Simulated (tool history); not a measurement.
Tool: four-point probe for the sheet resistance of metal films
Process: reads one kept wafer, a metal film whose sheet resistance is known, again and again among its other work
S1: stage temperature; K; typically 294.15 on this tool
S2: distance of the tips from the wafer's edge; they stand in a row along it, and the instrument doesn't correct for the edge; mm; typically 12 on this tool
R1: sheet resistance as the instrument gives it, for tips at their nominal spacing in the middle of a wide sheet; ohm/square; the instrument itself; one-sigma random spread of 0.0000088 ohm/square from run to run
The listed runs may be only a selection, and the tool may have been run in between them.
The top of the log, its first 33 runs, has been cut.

{"run": 34, "hour": 1080.1, "S1": 293.15, "S2": 11, "R1": 0.044204}
{"run": 35, "hour": 1108.2, "S1": 293.15, "S2": 51, "R1": 0.044023}
{"run": 36, "hour": 1156.6, "S1": 294.15, "S2": 18, "R1": 0.044109}
{"run": 37, "hour": 1180.5, "S1": 307.15, "S2": 4, "R1": 0.045914}
{"run": 38, "hour": 1224.5, "S1": 292.15, "S2": 59, "R1": 0.043981}
{"run": 39, "hour": 1254.8, "S1": 306.15, "S2": 3, "R1": 0.046943}
{"run": 40, "hour": 1292.8, "S1": 306.15, "S2": 3, "R1": 0.04693}
{"run": 41, "hour": 1335.0, "S1": 295.15, "S2": 40, "R1": 0.044088}
{"run": 42, "hour": 1358.9, "S1": 295.15, "S2": 40, "R1": 0.044089}
{"run": 43, "hour": 1383.7, "S1": 295.15, "S2": 32, "R1": 0.044098}
{"run": 44, "hour": 1420.4, "S1": 295.15, "S2": 32, "R1": 0.044088}

Branching from run 44: 3 alternative next runs. What would each branch give?
{"run": "A", "hour": 1466.0, "S1": 294.15, "S2": 32, "R1": "?"}
{"run": "B", "hour": 1466.0, "S1": 294.15, "S2": 11, "R1": "?"}
{"run": "C", "hour": 1466.0, "S1": 292.15, "S2": 5, "R1": "?"}

run=A R1=0.044062
run=B R1=0.044228
run=C R1=0.044898
Had the tool no hidden state, the same runs would have come out as:
run=A R1=0.044054
run=B R1=0.04422
run=C R1=0.04489
